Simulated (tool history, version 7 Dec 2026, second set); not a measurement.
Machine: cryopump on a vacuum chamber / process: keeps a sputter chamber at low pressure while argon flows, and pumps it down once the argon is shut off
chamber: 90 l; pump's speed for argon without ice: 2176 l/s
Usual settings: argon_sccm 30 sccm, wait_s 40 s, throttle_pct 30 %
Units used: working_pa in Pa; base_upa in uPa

Run 1, day 0.000: usual settings. Result: working_pa 0.0806 Pa, base_upa 0.99 uPa.
Run 2, day 2.021: usual settings. Result: working_pa 0.0794 Pa, base_upa 1.00 uPa.
Run 3, day 4.946: usual settings. Result: working_pa 0.0792 Pa, base_upa 1.01 uPa.
Run 4, day 8.742: usual settings. Result: working_pa 0.0796 Pa, base_upa 1.07 uPa.
Run 5, day 12.538: usual settings. Result: working_pa 0.0809 Pa, base_upa 1.14 uPa.
Run 6, day 16.212: usual settings but wait_s 110 s. Result: working_pa 0.0822 Pa, base_upa 0.78 uPa.
Run 7, day 20.738: usual settings but wait_s 110 s. Result: working_pa 0.0823 Pa, base_upa 0.85 uPa.
Run 8, day 23.296: usual settings but wait_s 27 s. Result: working_pa 0.0823 Pa, base_upa 1.41 uPa.
Run 9, day 28.150: usual settings but wait_s 27 s. Result: working_pa 0.0833 Pa, base_upa 1.41 uPa.
Run 10, day 30.967: usual settings but wait_s 27 s. Result: working_pa 0.0847 Pa, base_upa 1.44 uPa.
Run 11, day 33.250: usual settings but wait_s 27 s. Result: working_pa 0.0836 Pa, base_upa 1.51 uPa.
Run 12, day 36.329: usual settings but wait_s 27 s. Result: working_pa 0.0847 Pa, base_upa 1.55 uPa.
Run 13, day 38.871: usual settings but wait_s 78 s. Result: working_pa 0.0842 Pa, base_upa 1.09 uPa.
At day 40.467: leaking fittings of the chamber tightened, without venting.
Run 14, day 43.646: usual settings but wait_s 78 s. Result: working_pa 0.0861 Pa, base_upa 0.45 uPa.
Run 15, day 48.308: usual settings. Result: working_pa 0.0872 Pa, base_upa 0.72 uPa.
Run 16, day 53.083: usual settings. Result: working_pa 0.0885 Pa, base_upa 0.78 uPa.
Run 17, day 57.550: usual settings. Result: working_pa 0.0897 Pa, base_upa 0.84 uPa.
At day 59.167: pump warmed up, emptied and cooled again.
Run 18, day 61.521: usual settings but argon_sccm 24 sccm, wait_s 298 s. Result: working_pa 0.0634 Pa, base_upa 0.31 uPa.
Run 19, day 63.567: usual settings but argon_sccm 21 sccm, throttle_pct 21 %. Result: working_pa 0.0779 Pa, base_upa 0.76 uPa.
Run 20, day 65.579: usual settings but wait_s 90 s, throttle_pct 55 %. Result: working_pa 0.0430 Pa, base_upa 0.49 uPa.
Run 21, day 68.708: usual settings but wait_s 67 s, throttle_pct 25 %. Result: working_pa 0.0949 Pa, base_upa 0.61 uPa.
Run 22, day 70.817: usual settings but argon_sccm 37 sccm, wait_s 28 s, throttle_pct 25 %. Result: working_pa 0.1183 Pa, base_upa 1.01 uPa.
Run 23, day 74.300: usual settings but throttle_pct 54 %. Result: working_pa 0.0455 Pa, base_upa 0.84 uPa.
Run 24, day 76.550: usual settings but argon_sccm 19 sccm, throttle_pct 56 %. Result: working_pa 0.0277 Pa, base_upa 0.82 uPa.
Run 25, day 79.821: usual settings but argon_sccm 19 sccm, throttle_pct 56 %. Result: working_pa 0.0282 Pa, base_upa 0.85 uPa.
Run 26, day 83.775: usual settings but argon_sccm 17 sccm, wait_s 62 s, throttle_pct 35 %. Result: working_pa 0.0395 Pa, base_upa 0.73 uPa.
Run 27, day 87.842: usual settings but argon_sccm 54 sccm, wait_s 62 s, throttle_pct 32 %. Result: working_pa 0.1386 Pa, base_upa 0.76 uPa.
Run 28, day 91.921: usual settings but argon_sccm 44 sccm, wait_s 271 s, throttle_pct 32 %. Result: working_pa 0.1134 Pa, base_upa 0.54 uPa.
Run 29, day 95.692: usual settings but argon_sccm 29 sccm, wait_s 71 s, throttle_pct 32 %. Result: working_pa 0.0763 Pa, base_upa 0.77 uPa.
Run 30, day 100.288: usual settings but argon_sccm 29 sccm, wait_s 71 s, throttle_pct 32 %. Result: working_pa 0.0775 Pa, base_upa 0.80 uPa.
Run 31, day 103.804: usual settings but argon_sccm 25 sccm, wait_s 71 s, throttle_pct 43 %. Result: working_pa 0.0500 Pa, base_upa 0.87 uPa.
Run 32, day 106.992: usual settings but argon_sccm 25 sccm, wait_s 208 s, throttle_pct 19 %. Result: working_pa 0.1090 Pa, base_upa 0.68 uPa.
Run 33, day 110.983: usual settings but argon_sccm 54 sccm, wait_s 248 s. Result: working_pa 0.1559 Pa, base_upa 0.70 uPa.
Run 34, day 115.200: usual settings but argon_sccm 54 sccm, wait_s 248 s. Result: working_pa 0.1562 Pa, base_upa 0.74 uPa.

Difference, measured minus no-hidden-state, one row per run. Run-to-run variation is common to both terms; the gauge's own scatter need not be:
Hidden conditions of the tool in this case: pump's speed, % of a pump's without ice; cold plate's temperature, K; leak into the chamber, uPa l/s; drift of the gauge itself on working_pa, %; drift of the gauge itself on base_upa, %.
run  working_pa  base_upa
  1     +0.0015     +0.35
  2     +0.0017     +0.36
  3     +0.0021     +0.38
  4     +0.0026     +0.41
  5     +0.0032     +0.45
  6     +0.0038     +0.47
  7     +0.0044     +0.52
  8     +0.0049     +0.54
  9     +0.0056     +0.58
 10     +0.0061     +0.61
 11     +0.0065     +0.64
 12     +0.0070     +0.68
 13     +0.0075     +0.69
 14     +0.0085     +0.09
 15     +0.0094     +0.12
 16     +0.0105     +0.17
 17     +0.0116     +0.20
 18     +0.0006     +0.12
 19     +0.0006     +0.13
 20     +0.0012     +0.14
 21     +0.0016     +0.16
 22     +0.0024     +0.17
 23     +0.0023     +0.20
 24     +0.0017     +0.21
 25     +0.0020     +0.23
 26     +0.0020     +0.26
 27     +0.0078     +0.30
 28     +0.0074     +0.33
 29     +0.0055     +0.35
 30     +0.0063     +0.40
 31     +0.0060     +0.44
 32     +0.0065     +0.47
 33     +0.0157     +0.51
 34     +0.0172     +0.55

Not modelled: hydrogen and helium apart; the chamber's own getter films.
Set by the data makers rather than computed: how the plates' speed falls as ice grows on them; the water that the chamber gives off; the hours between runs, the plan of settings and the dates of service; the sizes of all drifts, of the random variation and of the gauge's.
